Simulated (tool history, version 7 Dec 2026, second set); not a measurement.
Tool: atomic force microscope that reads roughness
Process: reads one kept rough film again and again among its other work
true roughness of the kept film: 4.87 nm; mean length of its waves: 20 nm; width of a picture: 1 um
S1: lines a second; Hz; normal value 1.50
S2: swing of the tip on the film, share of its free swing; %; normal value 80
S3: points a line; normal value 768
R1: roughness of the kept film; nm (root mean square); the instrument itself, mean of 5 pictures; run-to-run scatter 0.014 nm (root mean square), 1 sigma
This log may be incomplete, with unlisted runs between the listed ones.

run	hour	S1	S2	S3	R1
1	0.0	1.50	80	768	2.461
# hour 4.9: new tip fitted
2	63.2	1.50	80	768	2.750
# hour 92.5: new tip fitted
3	96.1	1.50	80	768	3.479
4	129.4	1.50	80	768	3.021
5	157.5	1.50	80	372	2.697
# hour 181.4: new tip fitted
6	192.4	1.50	80	949	3.345
7	252.1	1.50	80	315	2.608
# hour 271.9: new tip fitted
8	307.8	1.50	80	768	3.009
9	343.4	1.50	72	768	2.757
# hour 362.6: new tip fitted
10	382.0	1.50	68	768	3.345
11	428.9	1.50	80	768	2.650
# hour 454.1: new tip fitted
12	457.8	1.50	80	768	3.467
13	507.0	1.50	80	768	2.814
14	534.2	1.50	80	768	2.533
# hour 544.2: new tip fitted
15	578.2	1.50	80	768	3.046
16	603.7	1.50	71	768	2.873
# hour 632.2: new tip fitted
17	644.2	1.50	71	768	3.473
18	682.0	2.13	80	768	2.722
# hour 721.5: new tip fitted
19	724.1	1.50	80	768	3.485
20	786.1	1.50	80	768	2.683
# hour 810.0: new tip fitted
21	848.5	1.50	57	768	3.238
22	877.9	1.50	57	768	2.915
# hour 901.6: new tip fitted
23	936.3	1.50	80	768	3.023
24	980.7	1.50	75	768	2.686
# hour 994.1: new tip fitted
25	1031.2	1.50	75	527	3.061
26	1063.7	1.50	75	925	2.743
# hour 1083.0: new tip fitted
27	1113.2	1.50	75	925	3.192
28	1156.4	1.50	84	441	2.547
# hour 1172.3: new tip fitted
29	1195.5	1.50	60	901	3.358
30	1231.2	1.50	86	689	2.573
# hour 1263.5: new tip fitted
31	1274.5	1.29	63	360	3.565
32	1314.9	2.09	64	768	2.962
33	1346.3	2.09	65	768	2.618

Estimate the outcome of run 34 from the log above:
# hour 1352.2: new tip fitted
34	1383.3	1.67	79	544	?

R1: 3.045 nm (root mean square)
With no hidden state in the tool, this same run would have given R1 3.436 nm (root mean square).
